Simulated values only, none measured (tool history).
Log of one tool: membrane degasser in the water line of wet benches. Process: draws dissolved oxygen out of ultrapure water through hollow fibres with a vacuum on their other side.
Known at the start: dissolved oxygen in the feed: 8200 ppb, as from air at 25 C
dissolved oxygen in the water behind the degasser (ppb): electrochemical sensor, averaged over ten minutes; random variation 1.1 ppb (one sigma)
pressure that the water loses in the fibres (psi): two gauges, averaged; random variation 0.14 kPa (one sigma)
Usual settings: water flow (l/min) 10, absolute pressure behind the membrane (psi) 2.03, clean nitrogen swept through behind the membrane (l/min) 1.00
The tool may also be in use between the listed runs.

| run | hour | water flow (l/min) | absolute pressure behind the membrane (psi) | clean nitrogen swept through behind the membrane (l/min) | dissolved oxygen in the water behind the degasser (ppb) | pressure that the water loses in the fibres (psi) |
|---|---|---|---|---|---|---|
| 1 | 0.0 | 10 | 2.03 | 1.00 | 251.5 | 5.076 |
| 2 | 159.1 | 10 | 2.03 | 1.00 | 251.7 | 5.089 |
| 3 | 332.9 | 10 | 2.03 | 1.00 | 252.3 | 5.073 |
| 4 | 460.7 | 10 | 2.03 | 1.00 | 254.5 | 5.104 |
| 5 | 668.2 | 10 | 2.03 | 1.00 | 253.0 | 5.102 |
| 6 | 867.6 | 10 | 2.03 | 1.00 | 252.4 | 5.086 |
| 7 | 1078.5 | 10 | 2.03 | 1.00 | 253.4 | 5.100 |
| 8 | 1177.6 | 10 | 2.03 | 1.00 | 253.5 | 5.126 |
| 9 | 1398.1 | 10 | 2.03 | 1.40 | 185.9 | 5.072 |
|  | 1616.3 | seals of the vacuum lines changed |
| 10 | 1630.1 | 10 | 2.03 | 1.00 | 253.8 | 5.073 |
| 11 | 1815.4 | 13 | 1.74 | 1.10 | 245.5 | 6.601 |
| 12 | 1950.1 | 13 | 1.74 | 1.10 | 247.8 | 6.612 |
| 13 | 2056.0 | 13 | 1.74 | 1.10 | 247.0 | 6.617 |
| 14 | 2245.4 | 13 | 1.74 | 1.10 | 246.9 | 6.627 |
|  | 2461.5 | vacuum gauge calibrated |
| 15 | 2461.7 | 13 | 3.87 | 0.85 | 775.1 | 6.622 |
| 16 | 2645.4 | 13 | 3.58 | 0.85 | 711.1 | 6.601 |
| 17 | 2786.4 | 14 | 1.48 | 0.85 | 268.8 | 7.178 |
| 18 | 2933.5 | 15 | 4.24 | 0.77 | 1039.7 | 7.607 |
| 19 | 3094.2 | 11 | 2.03 | 1.66 | 175.9 | 5.588 |
| 20 | 3247.5 | 10 | 4.73 | 0.66 | 935.7 | 5.101 |

Forecast each of these 4 alternatives for the next run:
| A | 3432.3 | 10 | 2.49 | 0.99 | ? | ? |
| B | 3432.3 | 10 | 1.74 | 0.44 | ? | ? |
| C | 3432.3 | 7 | 2.83 | 1.52 | ? | ? |
| D | 3432.3 | 10 | 2.03 | 0.49 | ? | ? |

| run | dissolved oxygen in the water behind the degasser (ppb) | pressure that the water loses in the fibres (psi) |
|---|---|---|
| A | 330.7 | 5.102 |
| B | 428.4 | 5.059 |
| C | 184.8 | 3.559 |
| D | 476.8 | 5.098 |
Without the tool's hidden state the same runs would have given:
| run | dissolved oxygen in the water behind the degasser (ppb) | pressure that the water loses in the fibres (psi) |
|---|---|---|
| A | 325.1 | 5.095 |
| B | 421.2 | 5.052 |
| C | 181.6 | 3.555 |
| D | 468.8 | 5.091 |
